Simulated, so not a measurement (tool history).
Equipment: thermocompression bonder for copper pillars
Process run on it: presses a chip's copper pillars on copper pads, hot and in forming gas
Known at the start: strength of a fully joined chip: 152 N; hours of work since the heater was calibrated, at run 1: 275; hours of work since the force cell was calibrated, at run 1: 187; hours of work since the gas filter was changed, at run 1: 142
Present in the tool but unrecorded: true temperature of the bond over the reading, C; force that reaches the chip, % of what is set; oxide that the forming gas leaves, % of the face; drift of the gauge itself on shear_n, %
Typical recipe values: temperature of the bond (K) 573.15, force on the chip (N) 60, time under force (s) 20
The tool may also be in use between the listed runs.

run   hour  temperature of the bond (K)  force on the chip (N)  time under force (s)  hours of work since the heater was calibrated  hours of work since the force cell was calibrated  hours of work since the gas filter was changed  force that shears a chip off (N)
  1    0.0                       573.15                     60                    20                                            275                                                187                                             142                              83.9
  2   31.1                       573.15                     60                    20                                            298                                                210                                             165                              83.4
  3   50.7                       573.15                     42                    20                                            312                                                224                                             179                              65.7
      54.6  -- forming gas filter changed
  4   81.7                       573.15                     44                    20                                            334                                                247                                              20                              68.1
  5  109.4                       573.15                     44                    20                                            355                                                267                                              40                              68.8
  6  132.4                       573.15                     60                    20                                            371                                                284                                              57                              84.2
  7  150.1                       573.15                     60                    20                                            384                                                297                                              70                              83.3
  8  168.9                       573.15                     60                    20                                            398                                                311                                              84                              83.9
  9  206.4                       573.15                     60                    20                                            426                                                338                                             111                              83.1
 10  224.7                       573.15                     60                    20                                            439                                                351                                             125                              82.9
 11  254.0                       573.15                     60                    20                                            461                                                373                                             146                              83.2
 12  283.1                       576.15                     60                    20                                            482                                                394                                             167                              84.3
     302.5  -- forming gas filter changed
 13  319.5                       573.15                     60                    20                                            508                                                420                                              12                              82.6
 14  342.6                       545.15                     60                    20                                            525                                                437                                              29                              65.1
 15  379.2                       554.15                     41                    21                                            552                                                464                                              56                              56.0
 16  414.6                       554.15                     67                    21                                            578                                                490                                              82                              77.5
 17  431.1                       554.15                     67                    21                                            590                                                502                                              94                              76.5
 18  467.5                       578.15                     89                    60                                            617                                                529                                             121                             131.2
 19  492.4                       578.15                     89                    60                                            635                                                547                                             139                             130.1
 20  529.3                       578.15                     89                    60                                            662                                                574                                             166                             130.3
 21  544.9                       599.15                     40                    11                                            673                                                586                                             178                              62.9
     549.9  -- forming gas filter changed
 22  567.0                       558.15                     40                    11                                            689                                                601                                              13                              43.7
 23  588.5                       583.15                     60                    20                                            705                                                617                                              28                              88.8
 24  608.9                       583.15                     60                    20                                            720                                                632                                              43                              88.4
 25  630.0                       583.15                     60                    20                                            735                                                648                                              59                              87.3
 26  668.2                       554.15                     60                    20                                            763                                                676                                              87                              71.0
 27  687.2                       573.15                     78                    55                                            777                                                689                                             101                             122.0
 28  711.3                       573.15                     52                    34                                            795                                                707                                             118                              89.6

For some of the steps in force that shears a chip off (N) from one run to the next: how much would appear even if the tool had no hidden state, given the settings, what came in and random variation, and how much remains for the hidden state plus any gauge scatter that the measured result and the result without hidden state don't share?
Run 17 -> 18: temperature of the bond (K) 554.15 -> 578.15, force on the chip (N) 67 -> 89, time under force (s) 21 -> 60. force that shears a chip off (N) +54.7: hidden state -1.0, all else +55.7.
Run 20 -> 21: temperature of the bond (K) 578.15 -> 599.15, force on the chip (N) 89 -> 40, time under force (s) 60 -> 11. force that shears a chip off (N) -67.4: hidden state +1.2, all else -68.6.
Run 26 -> 27: temperature of the bond (K) 554.15 -> 573.15, force on the chip (N) 60 -> 78, time under force (s) 20 -> 55. force that shears a chip off (N) +51.0: hidden state -1.1, all else +52.1.
